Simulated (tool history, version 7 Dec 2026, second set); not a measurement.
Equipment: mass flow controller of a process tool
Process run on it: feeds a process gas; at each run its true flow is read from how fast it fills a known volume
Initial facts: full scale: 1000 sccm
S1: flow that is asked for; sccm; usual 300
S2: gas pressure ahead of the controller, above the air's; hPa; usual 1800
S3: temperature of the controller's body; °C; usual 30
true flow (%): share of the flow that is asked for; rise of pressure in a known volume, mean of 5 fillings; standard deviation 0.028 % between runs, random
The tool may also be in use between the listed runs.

run 1 hour=0 | S1=300 S2=1800 S3=30 | true_flow_(%)=99.11
run 2 hour=58.1 | S1=300 S2=1800 S3=30 | true_flow_(%)=99.04
run 3 hour=156.9 | S1=300 S2=1800 S3=30 | true_flow_(%)=99.12
run 4 hour=229.8 | S1=300 S2=1800 S3=30 | true_flow_(%)=99.09
run 5 hour=324.5 | S1=300 S2=1800 S3=30 | true_flow_(%)=99.17
run 6 hour=426.6 | S1=300 S2=1800 S3=30 | true_flow_(%)=99.22
run 7 hour=552.9 | S1=300 S2=1800 S3=24 | true_flow_(%)=98.68
run 8 hour=683.7 | S1=300 S2=1800 S3=30 | true_flow_(%)=99.31
run 9 hour=776.1 | S1=300 S2=1800 S3=30 | true_flow_(%)=99.4
run 10 hour=897.8 | S1=300 S2=1800 S3=30 | true_flow_(%)=99.38
run 11 hour=952.8 | S1=300 S2=1800 S3=30 | true_flow_(%)=99.49
run 12 hour=1022.8 | S1=300 S2=1800 S3=30 | true_flow_(%)=99.48
run 13 hour=1158.1 | S1=492 S2=1780 S3=21 | true_flow_(%)=99.13
run 14 hour=1243.4 | S1=122 S2=2050 S3=20 | true_flow_(%)=98.11
run 15 hour=1333.3 | S1=415 S2=1760 S3=21 | true_flow_(%)=99.08
run 16 hour=1439.1 | S1=415 S2=2140 S3=21 | true_flow_(%)=98.81
run 17 hour=1510.6 | S1=286 S2=1800 S3=37 | true_flow_(%)=100.23
run 18 hour=1568.1 | S1=267 S2=2000 S3=27 | true_flow_(%)=99.19
run 19 hour=1653.4 | S1=117 S2=2260 S3=33 | true_flow_(%)=99.32
run 20 hour=1728 | S1=300 S2=1800 S3=34 | true_flow_(%)=100.09
run 21 hour=1845.6 | S1=300 S2=2050 S3=30 | true_flow_(%)=99.68
run 22 hour=1938 | S1=300 S2=1830 S3=25 | true_flow_(%)=99.38

Here are 4 independent what-if runs from the current tool condition. What would each one return?
run A hour=2005.8 | S1=726 S2=1830 S3=21 | true_flow_(%)=?
run B hour=2005.8 | S1=149 S2=2510 S3=28 | true_flow_(%)=?
run C hour=2005.8 | S1=194 S2=2610 S3=30 | true_flow_(%)=?
run D hour=2005.8 | S1=300 S2=1830 S3=26 | true_flow_(%)=?

run=A true_flow_(%)=99.98
run=B true_flow_(%)=98.91
run=C true_flow_(%)=99.17
run=D true_flow_(%)=99.5
With the hidden condition removed and each run's random variation left untouched, the same runs would have given:
run=A true_flow_(%)=99.15
run=B true_flow_(%)=98.1
run=C true_flow_(%)=98.36
run=D true_flow_(%)=98.68
